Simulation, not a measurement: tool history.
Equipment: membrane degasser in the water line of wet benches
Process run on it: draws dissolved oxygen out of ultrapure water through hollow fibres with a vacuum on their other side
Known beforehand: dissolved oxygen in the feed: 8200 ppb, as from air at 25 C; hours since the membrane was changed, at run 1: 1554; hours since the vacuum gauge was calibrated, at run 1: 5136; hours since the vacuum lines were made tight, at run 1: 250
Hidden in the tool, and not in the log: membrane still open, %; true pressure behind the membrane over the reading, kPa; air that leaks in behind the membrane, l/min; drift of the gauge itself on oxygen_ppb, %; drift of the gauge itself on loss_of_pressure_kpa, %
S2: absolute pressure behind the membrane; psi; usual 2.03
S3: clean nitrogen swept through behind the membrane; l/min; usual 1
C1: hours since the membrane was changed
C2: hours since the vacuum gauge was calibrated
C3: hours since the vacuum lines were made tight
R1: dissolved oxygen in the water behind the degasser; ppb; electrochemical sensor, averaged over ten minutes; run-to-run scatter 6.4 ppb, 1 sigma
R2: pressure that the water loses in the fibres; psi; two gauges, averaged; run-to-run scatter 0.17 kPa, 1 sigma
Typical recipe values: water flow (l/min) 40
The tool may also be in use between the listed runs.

Run 1, hour 0: usual settings; C1 1554; C2 5136; C3 250. Result: R1 906.1 ppb, R2 4.229 psi.
Run 2, hour 20.6: usual settings; C1 1575; C2 5156; C3 270. Result: R1 922 ppb, R2 4.199 psi.
Run 3, hour 41: usual settings but water flow (l/min) 25; C1 1595; C2 5177; C3 291. Result: R1 571.1 ppb, R2 2.673 psi.
Run 4, hour 79.6: usual settings but water flow (l/min) 25; C1 1634; C2 5215; C3 329. Result: R1 569.9 ppb, R2 2.619 psi.
Run 5, hour 114.9: usual settings but water flow (l/min) 47; C1 1669; C2 5251; C3 365. Result: R1 1081.5 ppb, R2 5.005 psi.
Run 6, hour 135.1: usual settings; C1 1689; C2 5271; C3 385. Result: R1 912.1 ppb, R2 4.228 psi.
Run 7, hour 163.6: usual settings but S2 1.58 psi; C1 1718; C2 5299; C3 413. Result: R1 700.9 ppb, R2 4.257 psi.
Run 8, hour 191.4: usual settings but S2 1.58 psi; C1 1745; C2 5327; C3 441. Result: R1 685.4 ppb, R2 4.208 psi.
Run 9, hour 213.5: usual settings but S2 1.58 psi; C1 1768; C2 5349; C3 463. Result: R1 690.8 ppb, R2 4.192 psi.
Run 10, hour 253.4: usual settings but S2 1.58 psi; C1 1807; C2 5389; C3 503. Result: R1 707.2 ppb, R2 4.222 psi.
Run 11, hour 291: usual settings; C1 1845; C2 5427; C3 541. Result: R1 909.6 ppb, R2 4.226 psi.
Run 12, hour 325.7: usual settings; C1 1880; C2 5462; C3 575. Result: R1 906.1 ppb, R2 4.251 psi.
Run 13, hour 346.6: usual settings; C1 1901; C2 5482; C3 596. Result: R1 909.6 ppb, R2 4.254 psi.
Run 14, hour 373.5: usual settings; C1 1928; C2 5509; C3 623. Result: R1 916 ppb, R2 4.226 psi.
Run 15, hour 412.7: usual settings; C1 1967; C2 5549; C3 662. Result: R1 915.4 ppb, R2 4.253 psi.
Run 16, hour 435.3: usual settings but water flow (l/min) 28; C1 1989; C2 5571; C3 685. Result: R1 630.1 ppb, R2 2.988 psi.
Run 17, hour 459.3: usual settings but water flow (l/min) 28; C1 2013; C2 5595; C3 709. Result: R1 635.9 ppb, R2 2.954 psi.
Run 18, hour 496.7: usual settings but water flow (l/min) 28; C1 2051; C2 5632; C3 746. Result: R1 636.2 ppb, R2 3.008 psi.
Run 19, hour 537.6: usual settings but water flow (l/min) 32; C1 2092; C2 5673; C3 787. Result: R1 722.2 ppb, R2 3.416 psi.
Run 20, hour 582.3: usual settings but water flow (l/min) 46; C1 2136; C2 5718; C3 832. Result: R1 1049 ppb, R2 4.892 psi.
Run 21, hour 612.4: usual settings but water flow (l/min) 46; C1 2166; C2 5748; C3 862. Result: R1 1041.4 ppb, R2 4.968 psi.
Run 22, hour 653: usual settings but water flow (l/min) 46; C1 2207; C2 5789; C3 903. Result: R1 1038.3 ppb, R2 4.927 psi.
Run 23, hour 690.3: usual settings but water flow (l/min) 28, S2 4.09 psi, S3 0.76 l/min; C1 2244; C2 5826; C3 940. Result: R1 1604.8 ppb, R2 2.988 psi.
Run 24, hour 719.5: usual settings but water flow (l/min) 26, S2 1.38 psi, S3 2.05 l/min; C1 2274; C2 5855; C3 969. Result: R1 206.8 ppb, R2 2.779 psi.
Run 25, hour 756.6: usual settings but water flow (l/min) 26, S2 1.38 psi, S3 2.05 l/min; C1 2311; C2 5892; C3 1006. Result: R1 208.1 ppb, R2 2.793 psi.
Run 26, hour 777.9: usual settings but water flow (l/min) 26, S2 1.67 psi, S3 1.7 l/min; C1 2332; C2 5914; C3 1028. Result: R1 302.2 ppb, R2 2.779 psi.
Run 27, hour 803.2: usual settings but water flow (l/min) 26, S2 1.67 psi, S3 1.7 l/min; C1 2357; C2 5939; C3 1053. Result: R1 306.1 ppb, R2 2.805 psi.
Run 28, hour 825.3: usual settings but water flow (l/min) 26, S2 1.67 psi, S3 1.7 l/min; C1 2379; C2 5961; C3 1075. Result: R1 306.7 ppb, R2 2.748 psi.

Run 29 is up next; what results do you expect?
Run 29, hour 867.7: usual settings but water flow (l/min) 31, S2 2.51 psi; C1 2422; C2 6003; C3 1117. Result: R1 ?, R2 ?.

{"run 29": {"R1": 882.7, "R2": 3.369}}
Were there no unlogged condition in the tool, this run, its random variation unchanged, would have produced R1 881.7 ppb, R2 3.285 psi.

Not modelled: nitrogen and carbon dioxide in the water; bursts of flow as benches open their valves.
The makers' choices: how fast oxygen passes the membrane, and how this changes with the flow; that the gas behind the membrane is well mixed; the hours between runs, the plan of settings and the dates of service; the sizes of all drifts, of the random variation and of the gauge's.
